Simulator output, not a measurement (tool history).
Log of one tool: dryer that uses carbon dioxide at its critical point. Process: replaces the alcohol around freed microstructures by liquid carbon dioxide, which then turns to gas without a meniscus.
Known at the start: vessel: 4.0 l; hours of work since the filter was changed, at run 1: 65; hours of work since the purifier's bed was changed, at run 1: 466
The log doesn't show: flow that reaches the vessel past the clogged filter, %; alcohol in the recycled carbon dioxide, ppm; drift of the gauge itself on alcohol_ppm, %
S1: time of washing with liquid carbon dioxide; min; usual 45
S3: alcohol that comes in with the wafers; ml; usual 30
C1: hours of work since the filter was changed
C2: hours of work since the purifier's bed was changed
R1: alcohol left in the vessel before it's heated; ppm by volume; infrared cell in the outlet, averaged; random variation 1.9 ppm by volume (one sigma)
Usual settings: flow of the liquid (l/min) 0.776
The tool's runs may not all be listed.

Run 1, day 0: usual settings; C1 65; C2 466. Result: R1 24 ppm by volume.
Run 2, day 1.375: usual settings; C1 77; C2 478. Result: R1 21 ppm by volume.
Run 3, day 2.304: usual settings; C1 86; C2 487. Result: R1 22 ppm by volume.
Run 4, day 3.55: usual settings but flow of the liquid (l/min) 0.977; C1 97; C2 498. Result: R1 17 ppm by volume.
Run 5, day 5.033: usual settings but flow of the liquid (l/min) 0.977; C1 110; C2 511. Result: R1 19 ppm by volume.
Run 6, day 6.021: usual settings but flow of the liquid (l/min) 0.977; C1 119; C2 520. Result: R1 17 ppm by volume.
Run 7, day 7.517: usual settings but flow of the liquid (l/min) 0.977; C1 133; C2 534. Result: R1 18 ppm by volume.
Run 8, day 8.938: usual settings; C1 145; C2 547. Result: R1 20 ppm by volume.
Run 9, day 9.779: usual settings but S3 80 ml; C1 153; C2 554. Result: R1 22 ppm by volume.
Run 10, day 10.767: usual settings but S3 36 ml; C1 162; C2 563. Result: R1 23 ppm by volume.
Run 11, day 12.321: usual settings but S1 42 min, S3 36 ml; C1 176; C2 577. Result: R1 26 ppm by volume.
At day 13.308: inlet filter changed.
Run 12, day 13.575: usual settings but flow of the liquid (l/min) 0.701; C1 2; C2 588. Result: R1 24 ppm by volume.
Run 13, day 15.492: usual settings but flow of the liquid (l/min) 0.701, S3 56 ml; C1 20; C2 605. Result: R1 22 ppm by volume.
Run 14, day 17.129: usual settings but flow of the liquid (l/min) 0.701, S3 56 ml; C1 34; C2 620. Result: R1 31 ppm by volume.
Run 15, day 18.379: usual settings but S1 42 min, flow of the liquid (l/min) 0.836, S3 38 ml; C1 46; C2 631. Result: R1 24 ppm by volume.
Run 16, day 19.183: usual settings but S1 42 min, flow of the liquid (l/min) 0.836, S3 38 ml; C1 53; C2 639. Result: R1 21 ppm by volume.
Run 17, day 20.267: usual settings but S1 27 min, flow of the liquid (l/min) 0.977, S3 23 ml; C1 63; C2 648. Result: R1 32 ppm by volume.
Run 18, day 22.012: usual settings but S1 32 min, flow of the liquid (l/min) 1.044, S3 41 ml; C1 78; C2 664. Result: R1 23 ppm by volume.
Run 19, day 23.8: usual settings but S1 32 min, flow of the liquid (l/min) 1.044, S3 41 ml; C1 95; C2 680. Result: R1 24 ppm by volume.
Run 20, day 24.992: usual settings but S1 32 min, flow of the liquid (l/min) 1.044, S3 41 ml; C1 105; C2 691. Result: R1 25 ppm by volume.
Run 21, day 26.417: usual settings but flow of the liquid (l/min) 0.522, S3 21 ml; C1 118; C2 704. Result: R1 45 ppm by volume.
Run 22, day 27.946: usual settings but flow of the liquid (l/min) 0.512, S3 31 ml; C1 132; C2 717. Result: R1 64 ppm by volume.
Run 23, day 29.821: usual settings but S1 57 min, flow of the liquid (l/min) 1.213, S3 66 ml; C1 149; C2 734. Result: R1 23 ppm by volume.

Forecast each of these 5 alternatives for the next run:
Run A, day 31.075: usual settings but S1 33 min, flow of the liquid (l/min) 1.192, S3 66 ml; C1 160; C2 746. Result: R1 ?.
Run B, day 31.075: usual settings but S1 57 min, flow of the liquid (l/min) 0.721, S3 32 ml; C1 160; C2 746. Result: R1 ?.
Run C, day 31.075: usual settings but S1 66 min, flow of the liquid (l/min) 0.592, S3 45 ml; C1 160; C2 746. Result: R1 ?.
Run D, day 31.075: usual settings but S1 51 min, flow of the liquid (l/min) 1.048, S3 28 ml; C1 160; C2 746. Result: R1 ?.
Run E, day 31.075: usual settings but S1 60 min, flow of the liquid (l/min) 1.213, S3 102 ml; C1 160; C2 746. Result: R1 ?.

run  R1
  A  26
  B  22
  C  23
  D  24
  E  23
Without the tool's hidden state the same runs would have given:
run  R1
  A   7
  B   4
  C   4
  D   5
  E   4
